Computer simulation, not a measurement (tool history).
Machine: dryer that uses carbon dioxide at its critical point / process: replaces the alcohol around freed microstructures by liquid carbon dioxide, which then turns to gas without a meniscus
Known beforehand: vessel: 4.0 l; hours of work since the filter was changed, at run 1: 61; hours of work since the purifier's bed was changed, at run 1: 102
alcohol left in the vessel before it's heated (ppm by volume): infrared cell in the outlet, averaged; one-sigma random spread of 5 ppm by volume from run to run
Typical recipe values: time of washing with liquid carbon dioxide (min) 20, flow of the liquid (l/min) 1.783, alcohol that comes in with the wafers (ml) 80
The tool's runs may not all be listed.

run	hour	time of washing with liquid carbon dioxide (min)	flow of the liquid (l/min)	alcohol that comes in with the wafers (ml)	hours of work since the filter was changed	hours of work since the purifier's bed was changed	alcohol left in the vessel before it's heated (ppm by volume)
1	0	20	1.783	80	61	102	64
2	27	20	1.3	80	74	115	277
3	70	20	1.37	80	95	136	223
4	117.3	20	1.37	80	118	159	261
5	161.4	20	1.37	80	140	181	249
6	211.5	20	1.37	80	164	205	276
7	252.7	20	1.37	80	184	225	286
8	285.3	20	1.37	80	200	241	301
9	309.3	20	1.37	80	212	253	318
10	338.7	20	1.37	80	226	267	325
11	388.7	20	1.37	80	250	291	354
12	428.4	20	1.37	80	270	311	369
13	465.9	20	1.783	47	288	329	105
14	492.2	20	1.783	80	301	342	148
15	530.2	20	1.783	80	319	360	149
16	570.5	20	2.11	80	339	380	97
# hour 582: inlet filter changed
17	617.8	20	2.11	80	17	402	84
18	652.9	20	1.783	86	34	419	117
19	704.2	20	1.783	86	59	444	121
20	737.2	20	1.783	86	75	460	125
21	770.2	20	1.783	86	91	476	140
22	805.3	12	2.41	52	109	493	175
23	833.8	25	2.42	52	122	507	91
24	880.3	25	2.42	52	145	530	100
25	923.4	25	2.42	52	166	551	109
26	953.6	22	1.84	52	181	565	119
27	977.5	22	1.84	52	192	577	118
28	1022.4	22	1.84	52	214	599	121
29	1044.2	16	1.783	38	225	609	211
30	1068.7	28	1.74	119	237	621	122
31	1105.3	28	1.74	119	254	639	140
32	1148.8	28	1.74	119	276	660	130
33	1171.6	19	1.26	22	287	671	279
34	1206.7	24	2.56	35	304	688	132
35	1252.1	23	2.17	62	326	710	137

Difference, measured minus no-hidden-state, one row per run. Run-to-run variation is common to both terms; the gauge's own scatter need not be:
Hidden state at play: flow that reaches the vessel past the clogged filter, %; alcohol in the recycled carbon dioxide, ppm; drift of the gauge itself on alcohol_ppm, %.
run	alcohol left in the vessel before it's heated (ppm by volume)
1	+24
2	+59
3	+63
4	+82
5	+92
6	+115
7	+125
8	+138
9	+152
10	+161
11	+185
12	+201
13	+86
14	+111
15	+119
16	+92
17	+68
18	+73
19	+82
20	+90
21	+96
22	+105
23	+86
24	+89
25	+94
26	+105
27	+106
28	+111
29	+149
30	+116
31	+116
32	+123
33	+183
34	+119
35	+124
